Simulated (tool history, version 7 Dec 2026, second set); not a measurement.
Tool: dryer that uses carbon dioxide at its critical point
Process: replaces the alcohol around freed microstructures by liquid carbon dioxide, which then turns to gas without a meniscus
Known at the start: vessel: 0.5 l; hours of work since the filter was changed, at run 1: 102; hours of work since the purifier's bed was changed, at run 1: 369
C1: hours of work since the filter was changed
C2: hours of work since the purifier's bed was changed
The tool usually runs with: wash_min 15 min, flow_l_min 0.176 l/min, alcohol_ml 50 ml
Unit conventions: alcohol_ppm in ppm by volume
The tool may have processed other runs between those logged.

run 1 hour=0.0 | wash_min=15 flow_l_min=0.176 alcohol_ml=50 | C1=102 C2=369 | alcohol_ppm=962
run 2 hour=35.6 | wash_min=15 flow_l_min=0.176 alcohol_ml=38 | C1=119 C2=387 | alcohol_ppm=827
run 3 hour=64.8 | wash_min=15 flow_l_min=0.176 alcohol_ml=50 | C1=134 C2=401 | alcohol_ppm=1119
run 4 hour=87.1 | wash_min=15 flow_l_min=0.108 alcohol_ml=50 | C1=145 C2=412 | alcohol_ppm=6289
run 5 hour=113.1 | wash_min=15 flow_l_min=0.108 alcohol_ml=50 | C1=158 C2=425 | alcohol_ppm=6443
run 6 hour=141.9 | wash_min=15 flow_l_min=0.176 alcohol_ml=50 | C1=172 C2=440 | alcohol_ppm=1335
run 7 hour=180.9 | wash_min=15 flow_l_min=0.176 alcohol_ml=50 | C1=191 C2=459 | alcohol_ppm=1398
run 8 hour=205.0 | wash_min=15 flow_l_min=0.176 alcohol_ml=50 | C1=203 C2=471 | alcohol_ppm=1543
-- hour=225.9 inlet filter changed
run 9 hour=247.8 | wash_min=15 flow_l_min=0.176 alcohol_ml=50 | C1=11 C2=492 | alcohol_ppm=730
run 10 hour=276.4 | wash_min=15 flow_l_min=0.176 alcohol_ml=50 | C1=25 C2=506 | alcohol_ppm=777
run 11 hour=308.1 | wash_min=23 flow_l_min=0.176 alcohol_ml=50 | C1=41 C2=522 | alcohol_ppm=165
run 12 hour=330.7 | wash_min=23 flow_l_min=0.176 alcohol_ml=50 | C1=52 C2=533 | alcohol_ppm=164
run 13 hour=360.6 | wash_min=23 flow_l_min=0.176 alcohol_ml=66 | C1=67 C2=548 | alcohol_ppm=197
run 14 hour=390.3 | wash_min=23 flow_l_min=0.176 alcohol_ml=66 | C1=82 C2=562 | alcohol_ppm=209
run 15 hour=417.9 | wash_min=23 flow_l_min=0.176 alcohol_ml=66 | C1=95 C2=576 | alcohol_ppm=224
run 16 hour=448.9 | wash_min=23 flow_l_min=0.176 alcohol_ml=66 | C1=111 C2=591 | alcohol_ppm=237
run 17 hour=482.3 | wash_min=23 flow_l_min=0.176 alcohol_ml=66 | C1=127 C2=608 | alcohol_ppm=247
run 18 hour=522.9 | wash_min=15 flow_l_min=0.269 alcohol_ml=50 | C1=147 C2=628 | alcohol_ppm=249
run 19 hour=550.9 | wash_min=15 flow_l_min=0.269 alcohol_ml=50 | C1=161 C2=642 | alcohol_ppm=261
run 20 hour=581.0 | wash_min=15 flow_l_min=0.269 alcohol_ml=50 | C1=176 C2=657 | alcohol_ppm=266
run 21 hour=604.9 | wash_min=15 flow_l_min=0.269 alcohol_ml=50 | C1=188 C2=669 | alcohol_ppm=289
run 22 hour=631.5 | wash_min=15 flow_l_min=0.142 alcohol_ml=43 | C1=201 C2=682 | alcohol_ppm=2833
-- hour=654.4 inlet filter changed
run 23 hour=654.4 | wash_min=16 flow_l_min=0.176 alcohol_ml=54 | C1=0 C2=693 | alcohol_ppm=600
run 24 hour=674.7 | wash_min=18 flow_l_min=0.106 alcohol_ml=105 | C1=10 C2=703 | alcohol_ppm=5457
run 25 hour=702.1 | wash_min=16 flow_l_min=0.176 alcohol_ml=32 | C1=24 C2=717 | alcohol_ppm=459
run 26 hour=725.6 | wash_min=16 flow_l_min=0.176 alcohol_ml=32 | C1=35 C2=728 | alcohol_ppm=468
run 27 hour=745.7 | wash_min=14 flow_l_min=0.176 alcohol_ml=89 | C1=45 C2=738 | alcohol_ppm=1959
run 28 hour=778.6 | wash_min=14 flow_l_min=0.176 alcohol_ml=38 | C1=62 C2=755 | alcohol_ppm=998
run 29 hour=795.8 | wash_min=23 flow_l_min=0.147 alcohol_ml=38 | C1=70 C2=763 | alcohol_ppm=316
run 30 hour=832.4 | wash_min=11 flow_l_min=0.176 alcohol_ml=34 | C1=88 C2=781 | alcohol_ppm=2333
run 31 hour=855.3 | wash_min=11 flow_l_min=0.148 alcohol_ml=34 | C1=100 C2=793 | alcohol_ppm=3862
run 32 hour=872.4 | wash_min=15 flow_l_min=0.258 alcohol_ml=42 | C1=108 C2=801 | alcohol_ppm=281
run 33 hour=893.6 | wash_min=15 flow_l_min=0.125 alcohol_ml=30 | C1=119 C2=812 | alcohol_ppm=2399
run 34 hour=914.2 | wash_min=15 flow_l_min=0.125 alcohol_ml=30 | C1=129 C2=822 | alcohol_ppm=2477
run 35 hour=940.0 | wash_min=15 flow_l_min=0.198 alcohol_ml=50 | C1=142 C2=835 | alcohol_ppm=805
run 36 hour=976.6 | wash_min=15 flow_l_min=0.198 alcohol_ml=50 | C1=160 C2=853 | alcohol_ppm=882
run 37 hour=1004.2 | wash_min=9 flow_l_min=0.176 alcohol_ml=58 | C1=174 C2=867 | alcohol_ppm=8730

Run by run, hidden condition taken away, random variation retained:
The hidden state here: flow that reaches the vessel past the clogged filter, %; alcohol in the recycled carbon dioxide, ppm; drift of the gauge itself on alcohol_ppm, %.
run=1 alcohol_ppm=570
run=2 alcohol_ppm=448
run=3 alcohol_ppm=578
run=4 alcohol_ppm=4206
run=5 alcohol_ppm=4164
run=6 alcohol_ppm=597
run=7 alcohol_ppm=575
run=8 alcohol_ppm=610
run=9 alcohol_ppm=598
run=10 alcohol_ppm=601
run=11 alcohol_ppm=49
run=12 alcohol_ppm=38
run=13 alcohol_ppm=52
run=14 alcohol_ppm=56
run=15 alcohol_ppm=58
run=16 alcohol_ppm=59
run=17 alcohol_ppm=55
run=18 alcohol_ppm=55
run=19 alcohol_ppm=45
run=20 alcohol_ppm=45
run=21 alcohol_ppm=49
run=22 alcohol_ppm=1329
run=23 alcohol_ppm=449
run=24 alcohol_ppm=5049
run=25 alcohol_ppm=271
run=26 alcohol_ppm=261
run=27 alcohol_ppm=1473
run=28 alcohol_ppm=642
run=29 alcohol_ppm=108
run=30 alcohol_ppm=1610
run=31 alcohol_ppm=2798
run=32 alcohol_ppm=61
run=33 alcohol_ppm=1530
run=34 alcohol_ppm=1536
run=35 alcohol_ppm=314
run=36 alcohol_ppm=324
run=37 alcohol_ppm=5413

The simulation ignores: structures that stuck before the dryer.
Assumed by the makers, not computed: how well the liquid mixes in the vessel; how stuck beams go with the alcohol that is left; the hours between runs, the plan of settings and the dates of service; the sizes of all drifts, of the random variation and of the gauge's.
